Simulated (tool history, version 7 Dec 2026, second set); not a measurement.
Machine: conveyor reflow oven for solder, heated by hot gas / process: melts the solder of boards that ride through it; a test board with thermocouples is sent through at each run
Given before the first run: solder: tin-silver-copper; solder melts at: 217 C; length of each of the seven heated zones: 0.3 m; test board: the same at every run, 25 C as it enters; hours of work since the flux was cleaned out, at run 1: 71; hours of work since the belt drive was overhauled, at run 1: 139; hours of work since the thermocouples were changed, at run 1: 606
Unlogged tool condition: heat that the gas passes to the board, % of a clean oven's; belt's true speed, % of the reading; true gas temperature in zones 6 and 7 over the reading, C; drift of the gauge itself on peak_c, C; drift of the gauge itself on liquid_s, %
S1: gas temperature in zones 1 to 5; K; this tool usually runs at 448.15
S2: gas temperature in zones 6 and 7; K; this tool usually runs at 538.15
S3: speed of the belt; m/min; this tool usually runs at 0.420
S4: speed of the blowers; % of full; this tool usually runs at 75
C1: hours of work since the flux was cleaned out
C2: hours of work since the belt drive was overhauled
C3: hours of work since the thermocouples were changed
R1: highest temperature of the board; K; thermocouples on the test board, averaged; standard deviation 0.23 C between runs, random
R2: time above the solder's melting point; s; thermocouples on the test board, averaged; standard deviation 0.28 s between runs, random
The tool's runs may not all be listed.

Run 1, hour 0.0: usual settings; C1 71; C2 139; C3 606. Result: R1 518.15 K, R2 56.6 s.
Run 2, hour 57.6: usual settings; C1 112; C2 180; C3 648. Result: R1 518.15 K, R2 56.3 s.
Run 3, hour 111.5: usual settings but S2 528.15 K; C1 151; C2 219; C3 686. Result: R1 510.15 K, R2 47.7 s.
Run 4, hour 195.8: usual settings but S3 0.394 m/min; C1 212; C2 280; C3 747. Result: R1 520.45 K, R2 63.7 s.
Run 5, hour 278.0: usual settings but S2 541.15 K; C1 271; C2 339; C3 807. Result: R1 520.45 K, R2 58.6 s.
At hour 292.7: flux residue cleaned out of gas plates and filters.
Run 6, hour 341.5: usual settings but S2 541.15 K; C1 35; C2 382; C3 849. Result: R1 520.75 K, R2 59.1 s.
Run 7, hour 418.6: usual settings but S2 541.15 K; C1 91; C2 437; C3 905. Result: R1 520.55 K, R2 58.4 s.
Run 8, hour 462.1: usual settings but S2 541.15 K; C1 122; C2 469; C3 936. Result: R1 520.85 K, R2 58.6 s.
Run 9, hour 542.6: usual settings but S2 541.15 K; C1 181; C2 527; C3 994. Result: R1 520.45 K, R2 58.8 s.
Run 10, hour 625.2: usual settings but S2 541.15 K; C1 240; C2 587; C3 1054. Result: R1 520.65 K, R2 58.7 s.
At hour 686.2: flux residue cleaned out of gas plates and filters.
Run 11, hour 694.3: usual settings but S3 0.354 m/min; C1 6; C2 633; C3 1100. Result: R1 524.35 K, R2 75.3 s.
At hour 759.5: thermocouples of zones 6 and 7 changed.
Run 12, hour 776.0: usual settings but S4 81 % of full; C1 63; C2 690; C3 12. Result: R1 520.25 K, R2 59.6 s.
Run 13, hour 852.0: usual settings; C1 118; C2 745; C3 67. Result: R1 518.45 K, R2 56.5 s.
Run 14, hour 912.6: usual settings; C1 162; C2 789; C3 111. Result: R1 518.65 K, R2 56.7 s.
Run 15, hour 980.1: usual settings; C1 211; C2 838; C3 159. Result: R1 518.25 K, R2 56.5 s.
Run 16, hour 1047.0: usual settings but S1 438.15 K, S2 547.15 K, S3 0.478 m/min, S4 76 % of full; C1 259; C2 886; C3 208. Result: R1 518.55 K, R2 45.0 s.
At hour 1083.1: flux residue cleaned out of gas plates and filters.
At hour 1106.2: belt drive overhauled, speed set with a stopwatch.
Run 17, hour 1110.6: usual settings but S1 439.15 K, S3 0.391 m/min; C1 17; C2 3; C3 247. Result: R1 519.25 K, R2 58.6 s.
Run 18, hour 1197.1: usual settings but S1 454.15 K, S2 540.15 K; C1 79; C2 66; C3 310. Result: R1 521.35 K, R2 62.1 s.
Run 19, hour 1273.0: usual settings but S1 454.15 K, S2 540.15 K; C1 134; C2 120; C3 364. Result: R1 521.65 K, R2 61.4 s.
Run 20, hour 1337.2: usual settings but S1 451.15 K, S2 545.15 K; C1 181; C2 167; C3 411. Result: R1 524.55 K, R2 63.1 s.
Run 21, hour 1393.1: usual settings but S2 539.15 K; C1 221; C2 207; C3 451. Result: R1 519.15 K, R2 57.8 s.
Run 22, hour 1465.5: usual settings but S2 539.15 K; C1 273; C2 260; C3 504. Result: R1 519.05 K, R2 57.0 s.
At hour 1477.5: flux residue cleaned out of gas plates and filters.
Run 23, hour 1511.4: usual settings but S2 539.15 K; C1 24; C2 289; C3 533. Result: R1 518.95 K, R2 57.1 s.
Run 24, hour 1562.2: usual settings but S2 533.15 K, S3 0.467 m/min, S4 54 % of full; C1 61; C2 326; C3 570. Result: R1 499.95 K, R2 21.7 s.
Run 25, hour 1625.2: usual settings but S1 461.15 K, S2 527.15 K, S3 0.432 m/min, S4 71 % of full; C1 107; C2 371; C3 615. Result: R1 509.95 K, R2 51.6 s.
Run 26, hour 1685.7: usual settings but S1 461.15 K, S2 527.15 K, S3 0.432 m/min, S4 71 % of full; C1 150; C2 415; C3 659. Result: R1 510.15 K, R2 51.4 s.
Run 27, hour 1749.9: usual settings but S1 434.15 K, S2 536.15 K, S3 0.472 m/min, S4 77 % of full; C1 197; C2 461; C3 705. Result: R1 510.05 K, R2 35.7 s.
Run 28, hour 1785.4: usual settings but S1 434.15 K, S2 536.15 K, S3 0.472 m/min, S4 77 % of full; C1 222; C2 487; C3 731. Result: R1 510.05 K, R2 35.1 s.
Run 29, hour 1845.4: usual settings but S3 0.480 m/min, S4 88 % of full; C1 266; C2 530; C3 774. Result: R1 517.85 K, R2 48.8 s.
At hour 1870.5: flux residue cleaned out of gas plates and filters.
Run 30, hour 1925.2: usual settings but S3 0.435 m/min; C1 40; C2 584; C3 828. Result: R1 517.35 K, R2 53.3 s.

Consider 3 possible next runs. They are alternatives, not a sequence: every one starts from the tool as it was left by run 30. What does each give?
Run A, hour 2007.7: usual settings but S1 437.15 K, S3 0.480 m/min, S4 56 % of full; C1 99; C2 644; C3 888. Result: R1 ?, R2 ?.
Run B, hour 2007.7: usual settings but S1 456.15 K, S3 0.390 m/min, S4 60 % of full; C1 99; C2 644; C3 888. Result: R1 ?, R2 ?.
Run C, hour 2007.7: usual settings but S2 549.15 K, S3 0.415 m/min, S4 80 % of full; C1 99; C2 644; C3 888. Result: R1 ?, R2 ?.

run      R1    R2
  A  499.15  18.8
  B  516.55  61.7
  C  529.35  67.8
Stripped of hidden state, with their random variation kept, the same runs would have yielded:
run      R1    R2
  A  499.15  18.9
  B  516.65  61.7
  C  529.45  67.8

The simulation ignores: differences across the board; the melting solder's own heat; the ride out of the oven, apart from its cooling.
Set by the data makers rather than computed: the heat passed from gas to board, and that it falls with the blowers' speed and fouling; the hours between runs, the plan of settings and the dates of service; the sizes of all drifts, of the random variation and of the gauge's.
